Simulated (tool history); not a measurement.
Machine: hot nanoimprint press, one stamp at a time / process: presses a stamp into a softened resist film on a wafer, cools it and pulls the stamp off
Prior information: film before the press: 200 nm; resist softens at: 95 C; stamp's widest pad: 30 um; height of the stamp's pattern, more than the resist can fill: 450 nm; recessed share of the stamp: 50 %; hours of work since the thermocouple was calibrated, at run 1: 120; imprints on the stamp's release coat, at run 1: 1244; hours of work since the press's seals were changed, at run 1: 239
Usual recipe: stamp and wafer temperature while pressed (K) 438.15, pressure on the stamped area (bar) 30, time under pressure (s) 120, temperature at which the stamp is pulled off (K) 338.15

run    hour  stamp and wafer temperature while pressed (K)  pressure on the stamped area (bar)  time under pressure (s)  temperature at which the stamp is pulled off (K)  hours of work since the thermocouple was calibrated  imprints on the stamp's release coat  hours of work since the press's seals were changed  resist left under the stamp's widest pad (Å)  greatest force while the stamp is pulled off (N)
  1       0                                         438.15                                  30                      120                                            338.15                                                  120                                  1244                                                 239                                           722                                               164
  2      64                                         438.15                                  30                      120                                            338.15                                                  153                                  1468                                                 271                                           740                                               170
      131.8  -- stamp cleaned and given a new release coat
  3   132.1                                         438.15                                  30                      120                                            338.15                                                  185                                     2                                                 303                                           759                                               115
  4   186.3                                         438.15                                  30                      137                                            338.15                                                  212                                   191                                                 330                                           713                                               121
  5   243.4                                         438.15                                  30                      137                                            338.15                                                  241                                   390                                                 359                                           701                                               129
  6   334.9                                         438.15                                  30                      137                                            338.15                                                  287                                   710                                                 406                                           724                                               144
  7   412.9                                         438.15                                  30                      137                                            338.15                                                  327                                   982                                                 445                                           713                                               147
  8   499.2                                         438.15                                  30                      120                                            338.15                                                  371                                  1283                                                 489                                           769                                               156
  9   556.3                                         438.15                                  30                      120                                            338.15                                                  400                                  1482                                                 518                                           777                                               171
      620.1  -- stamp cleaned and given a new release coat
 10   663.4                                         438.15                                  30                      120                                            324.15                                                  451                                   152                                                 570                                           767                                               129
      708.5  -- plate thermocouple calibrated
 11   733.1                                         438.15                                  30                      120                                            324.15                                                   12                                   385                                                 603                                           737                                               144
      803.6  -- press's hydraulic seals changed and the load cell set to zero
 12   806.4                                         438.15                                  30                      177                                            338.15                                                   46                                   612                                                   1                                           609                                               133
 13   855.3                                         438.15                                40.8                      120                                            338.15                                                   71                                   783                                                  26                                           618                                               140
 14   920.4                                         437.15                                23.7                       63                                            336.15                                                  104                                  1011                                                  59                                          1075                                               156
 15   969.9                                         446.15                                23.7                       63                                            341.15                                                  129                                  1183                                                  84                                           814                                               155
 16  1067.3                                         446.15                                23.7                       63                                            341.15                                                  178                                  1523                                                 134                                           831                                               175
     1118.8  -- stamp cleaned and given a new release coat
 17  1128.2                                         446.15                                23.7                       63                                            341.15                                                  206                                    33                                                 162                                           838                                               115
 18  1203.6                                         434.15                                23.3                      120                                            324.15                                                  244                                   296                                                 200                                           942                                               141
 19  1260.1                                         438.15                                  30                      149                                            326.15                                                  273                                   494                                                 229                                           681                                               142
 20  1332.9                                         438.15                                  30                      149                                            326.15                                                  310                                   748                                                 266                                           688                                               148
 21  1434.1                                         449.15                                  20                      149                                            343.15                                                  361                                  1101                                                 317                                           587                                               148
 22  1503.2                                         438.15                                43.8                      120                                            344.15                                                  396                                  1342                                                 352                                           653                                               157

For run 23, what comes out?
 23  1551.8                                         438.15                                34.4                      114                                            338.15                                                  421                                  1512                                                 377                                             ?                                                 ?

resist left under the stamp's widest pad (Å): 738
greatest force while the stamp is pulled off (N): 167
Had the tool carried no hidden state, the very same run would have given resist left under the stamp's widest pad (Å) 685, greatest force while the stamp is pulled off (N) 110.

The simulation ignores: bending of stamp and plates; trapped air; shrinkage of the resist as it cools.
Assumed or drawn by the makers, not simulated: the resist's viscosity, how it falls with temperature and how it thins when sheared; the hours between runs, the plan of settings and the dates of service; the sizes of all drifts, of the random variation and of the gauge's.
